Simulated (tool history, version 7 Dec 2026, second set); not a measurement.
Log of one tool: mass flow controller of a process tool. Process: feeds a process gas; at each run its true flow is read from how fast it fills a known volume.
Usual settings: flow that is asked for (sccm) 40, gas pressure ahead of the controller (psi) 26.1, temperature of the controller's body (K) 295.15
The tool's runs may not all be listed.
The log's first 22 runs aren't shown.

run,hour,flow that is asked for (sccm),gas pressure ahead of the controller (psi),temperature of the controller's body (K),hours of work since the controller was set to zero,hours of work since the controller was changed,true flow (%)
23,6607.8,40,33.1,300.15,2295,11404,97.87
24,6887.8,30,25.4,305.15,2448,11558,96.72
25,7339.7,11,21.8,295.15,2696,11806,96.08
26,7638.0,26,26.1,295.15,2860,11970,96.95
# hour 7712.4: gauge calibrated
27,7909.3,8,25.4,307.15,3009,12118,96.92
28,8103.6,10,23.2,294.15,3115,12225,97.56
29,8426.4,29,38.6,308.15,3292,12402,98.57
30,8702.7,29,38.6,308.15,3444,12554,98.52
31,9091.8,8,38.6,295.15,3657,12767,98.22
32,9507.4,8,38.6,295.15,3885,12995,98.05
33,9771.1,8,38.6,295.15,4030,13140,98.00
34,10071.0,12,33.6,294.15,4195,13304,97.85
35,10259.0,12,33.6,294.15,4298,13408,97.87
# hour 10458.6: controller's zero set anew
36,10532.3,45,24.5,295.15,40,13557,98.99
37,10885.2,20,22.3,305.15,234,13751,96.87
38,11080.9,9,22.0,309.15,341,13858,95.86

4 ways to go on from here, each from the tool as it stands after run 38. What would each give?
A,11481.2,17,22.0,309.15,561,14078,?
B,11481.2,9,22.0,309.15,561,14078,?
C,11481.2,9,34.7,299.15,561,14078,?
D,11481.2,11,25.7,303.15,561,14078,?

run,true flow (%)
A,96.18
B,95.75
C,97.12
D,96.54
Without the tool's hidden state the same runs would have given:
run,true flow (%)
A,97.06
B,96.62
C,98.00
D,97.41
